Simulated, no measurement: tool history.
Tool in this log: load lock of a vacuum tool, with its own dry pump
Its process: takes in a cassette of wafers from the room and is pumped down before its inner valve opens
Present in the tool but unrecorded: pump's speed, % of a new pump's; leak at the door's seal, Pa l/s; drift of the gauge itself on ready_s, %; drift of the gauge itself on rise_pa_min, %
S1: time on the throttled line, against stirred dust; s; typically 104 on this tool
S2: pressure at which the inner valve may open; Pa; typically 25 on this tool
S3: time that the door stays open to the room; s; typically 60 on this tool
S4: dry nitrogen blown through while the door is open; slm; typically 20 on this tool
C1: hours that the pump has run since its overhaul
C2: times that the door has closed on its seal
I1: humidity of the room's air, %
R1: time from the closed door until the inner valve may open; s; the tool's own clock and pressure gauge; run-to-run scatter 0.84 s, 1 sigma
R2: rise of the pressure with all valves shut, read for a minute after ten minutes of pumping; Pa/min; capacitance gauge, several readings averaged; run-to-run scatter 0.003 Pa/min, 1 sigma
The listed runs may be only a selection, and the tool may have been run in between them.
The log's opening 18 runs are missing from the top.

Run 19, hour 7502.5: usual settings but S1 201 s, S3 120 s, S4 14 slm; C1 20093; C2 49339; I1 45.6. Result: R1 237.8 s, R2 0.057 Pa/min.
Run 20, hour 7753.5: usual settings but S1 201 s, S3 120 s, S4 14 slm; C1 20344; C2 50004; I1 44.4. Result: R1 236 s, R2 0.05 Pa/min.
Run 21, hour 8057.6: usual settings but S1 76 s, S2 23 Pa, S3 43 s, S4 38 slm; C1 20648; C2 50810; I1 40.7. Result: R1 131.3 s, R2 0.015 Pa/min.
Run 22, hour 8406.3: usual settings but S1 76 s, S2 23 Pa, S3 43 s, S4 38 slm; C1 20997; C2 51735; I1 45.3. Result: R1 131.2 s, R2 0.023 Pa/min.
Run 23, hour 8759.3: usual settings but S2 20 Pa; C1 21350; C2 52671; I1 47.8. Result: R1 156.7 s, R2 0.031 Pa/min.
Run 24, hour 9301.9: usual settings but S2 20 Pa; C1 21892; C2 54109; I1 45.2. Result: R1 157.4 s, R2 0.032 Pa/min.
Run 25, hour 9674.3: usual settings but S2 19 Pa, S3 28 s, S4 29 slm; C1 22265; C2 55097; I1 40.8. Result: R1 158.2 s, R2 0.018 Pa/min.
Run 26, hour 9952.1: usual settings but S2 19 Pa, S3 28 s, S4 9 slm; C1 22543; C2 55833; I1 43.6. Result: R1 157.3 s, R2 0.02 Pa/min.
Run 27, hour 10179.5: usual settings but S1 175 s, S2 44 Pa, S3 36 s, S4 23 slm; C1 22770; C2 56436; I1 42.3. Result: R1 209.1 s, R2 0.021 Pa/min.
At hour 10213.9: dry pump taken out, an overhauled one fitted.
Run 28, hour 10678.1: usual settings but S3 107 s, S4 29 slm; C1 464; C2 57742; I1 43.8. Result: R1 155.1 s, R2 0.037 Pa/min.
Run 29, hour 11152.7: usual settings but S1 133 s, S2 27 Pa, S3 40 s, S4 29 slm; C1 939; C2 59000; I1 41.6. Result: R1 178.8 s, R2 0.018 Pa/min.
Run 30, hour 11442.9: usual settings but S1 84 s; C1 1229; C2 59770; I1 46. Result: R1 138 s, R2 0.033 Pa/min.
Run 31, hour 11778.8: usual settings but S2 30 Pa; C1 1565; C2 60660; I1 44.3. Result: R1 152.5 s, R2 0.03 Pa/min.
Run 32, hour 12245.9: usual settings but S1 87 s; C1 2032; C2 61899; I1 44.8. Result: R1 139.7 s, R2 0.03 Pa/min.
Run 33, hour 12798.7: usual settings but S1 87 s, S4 16 slm; C1 2585; C2 63364; I1 44.8. Result: R1 140.7 s, R2 0.032 Pa/min.
Run 34, hour 13326.5: usual settings but S1 87 s, S4 16 slm; C1 3113; C2 64763; I1 43.7. Result: R1 139.5 s, R2 0.029 Pa/min.
Run 35, hour 13877.5: usual settings but S2 23 Pa, S3 225 s; C1 3664; C2 66224; I1 45. Result: R1 155.8 s, R2 0.069 Pa/min.
Run 36, hour 14260.1: usual settings but S1 81 s, S4 25 slm; C1 4046; C2 67238; I1 44.8. Result: R1 135.3 s, R2 0.03 Pa/min.

Below are 4 alternative next runs, each starting from the tool's condition after run 36. Predict each:
Run A, hour 14556.5: usual settings but S1 81 s, S2 27 Pa, S4 37 slm; C1 4343; C2 68024; I1 41.9. Result: R1 ?, R2 ?.
Run B, hour 14556.5: usual settings but S1 188 s, S3 33 s, S4 28 slm; C1 4343; C2 68024; I1 46.6. Result: R1 ?, R2 ?.
Run C, hour 14556.5: usual settings but S1 191 s, S4 25 slm; C1 4343; C2 68024; I1 45.1. Result: R1 ?, R2 ?.
Run D, hour 14556.5: usual settings but S1 81 s, S2 47 Pa, S4 25 slm; C1 4343; C2 68024; I1 46.9. Result: R1 ?, R2 ?.

run     R1     R2
  A  136.4  0.024
  B  226.6  0.015
  C  227.8  0.025
  D  129.4  0.026
Take away the tool's hidden state, keep each run's random variation, and the runs would have read:
run     R1     R2
  A  136.3  0.021
  B  226.6  0.013
  C  227.8  0.022
  D  129.3  0.023
